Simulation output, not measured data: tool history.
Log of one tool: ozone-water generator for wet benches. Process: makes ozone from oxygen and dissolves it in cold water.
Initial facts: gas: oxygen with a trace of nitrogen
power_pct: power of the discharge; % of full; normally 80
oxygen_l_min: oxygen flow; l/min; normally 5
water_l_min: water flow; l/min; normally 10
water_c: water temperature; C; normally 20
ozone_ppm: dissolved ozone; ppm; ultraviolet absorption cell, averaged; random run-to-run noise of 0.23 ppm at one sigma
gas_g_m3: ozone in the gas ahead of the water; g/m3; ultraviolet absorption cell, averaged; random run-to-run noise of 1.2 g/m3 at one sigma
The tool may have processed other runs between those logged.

run	hour	power_pct	oxygen_l_min	water_l_min	water_c	ozone_ppm	gas_g_m3
1	0	80	5	10	20	31.6	206.2
2	68.3	80	5	8	20	35	205.3
3	147.7	80	5	8	20	34.8	207
4	225.1	58	5	10	20	23.9	157
5	338.9	80	5	10	20	31.3	205.7
6	406.3	80	5	10	20	31.2	204.7
7	462.7	80	6.62	10	20	29.6	177.3
# hour 472.8: contactor cleaned
8	541.9	80	5	10	12	35.2	204.5
9	654.2	80	5	15	20	23.5	203.7
10	713.9	80	5	15	20	23.5	203.7
# hour 798.2: contactor cleaned, once more
11	803	80	5	10	20	31.7	200.5
12	869.6	95	5	10	18	37.8	234.7
13	962.4	59	3.42	10	15	27.3	190.3
14	1045.5	77	3.84	9	23	31.3	221.3
15	1117.2	45	5	10	20	19.7	125.1
16	1207	45	5	10	20	19.4	125
17	1317.4	80	2.56	7	20	40.2	283.7
18	1416.4	80	3	10	20	32.1	257.1
19	1507.8	61	3	10	19	25.8	205.6
20	1577.6	78	6.08	8	19	32.9	174.4
21	1691.5	78	6.08	7	19	34.4	173.7

Difference, measured minus no-hidden-state, one row per run. Run-to-run variation is common to both terms; the gauge's own scatter need not be:
Hidden conditions of the tool in this case: yield of the discharge, % of new electrodes'; contactor's efficiency, % of a clean one's; true water temperature over the reading, C; drift of the gauge itself on ozone_ppm, %; drift of the gauge itself on gas_g_m3, %.
run	ozone_ppm	gas_g_m3
1	-2.8	-9.8
2	-3.1	-10.3
3	-3.2	-11
4	-2	-6.5
5	-3.3	-12.2
6	-3.4	-12.6
7	-3.2	-11.1
8	-4.9	-13.5
9	-3.7	-14.1
10	-3.7	-14.5
11	-2.8	-14.8
12	-3.8	-20.3
13	-2	-11.5
14	-3	-17.9
15	-1.2	-5.9
16	-1.2	-6.1
17	-4.3	-26.1
18	-3.6	-24.5
19	-2.4	-16
20	-3.9	-17.3
21	-4.3	-18
